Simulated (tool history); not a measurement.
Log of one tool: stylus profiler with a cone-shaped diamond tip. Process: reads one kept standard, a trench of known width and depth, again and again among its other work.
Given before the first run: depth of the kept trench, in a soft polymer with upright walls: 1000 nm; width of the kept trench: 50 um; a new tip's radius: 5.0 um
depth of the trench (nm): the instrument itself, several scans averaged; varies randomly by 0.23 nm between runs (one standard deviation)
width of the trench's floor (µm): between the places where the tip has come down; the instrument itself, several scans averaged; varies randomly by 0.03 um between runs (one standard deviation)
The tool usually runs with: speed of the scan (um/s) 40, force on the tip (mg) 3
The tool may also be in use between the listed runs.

run    hour  speed of the scan (um/s)  force on the tip (mg)  depth of the trench (nm)  width of the trench's floor (µm)
  1       0                        40                      3                   1014.95                             43.31
  2    79.5                        40                      3                   1015.25                             43.27
  3   173.8                        40                      3                   1015.34                             43.24
  4   226.1                        75                      3                   1015.32                             43.09
  5   326.6                        40                      3                   1015.59                             43.24
  6   407.1                        40                      3                   1016.01                             43.28
      428.4  -- height scale calibrated on a step standard
  7   502.2                        40                      3                   1010.86                              43.2
  8   559.7                        40                      3                   1010.65                             43.19
  9   633.3                        40                      3                   1011.07                             43.18
 10   714.6                        40                    2.1                   1008.55                             43.09
 11   812.9                        40                      3                   1011.21                             43.18
 12   875.8                        34                      3                    1011.7                             43.15
 13   949.5                        76                      3                   1011.61                             42.92
 14  1069.4                        76                      3                   1011.41                             42.91
 15  1169.6                        73                   4.44                   1014.75                             42.94
 16  1275.5                       104                   1.05                   1006.49                             42.25
 17  1373.4                       137                   1.71                   1009.07                             42.25
 18  1423.3                        24                   4.16                   1014.69                             43.13
 19  1510.6                        15                   7.48                   1021.68                             43.22
 20  1624.1                        70                   2.21                    1010.9                             42.72
 21  1740.6                        70                   2.21                   1010.97                             42.72
 22    1858                        70                   1.26                   1008.34                             42.53
 23  1965.4                        27                   5.36                   1017.38                             43.03
 24  2060.9                        15                   1.77                   1010.38                             43.04
 25  2153.4                        45                   2.57                   1012.09                             42.83
 26  2242.8                        45                   2.57                   1012.43                             42.84

Each row is a separate what-if for the run after 26, all from the same tool condition, not one after another. Results?
  A  2317.8                        13                   2.14                         ?                                 ?
  B  2317.8                       136                   4.07                         ?                                 ?
  C  2317.8                       140                   2.57                         ?                                 ?

run  depth of the trench (nm)  width of the trench's floor (µm)
  A                   1011.48                                43
  B                   1015.84                             42.43
  C                   1012.37                             42.24
The same runs, with their run-to-run variation unchanged, on a tool lacking any hidden condition would have given:
run  depth of the trench (nm)  width of the trench's floor (µm)
  A                    1008.3                              43.9
  B                   1012.64                             43.34
  C                   1009.18                             43.14
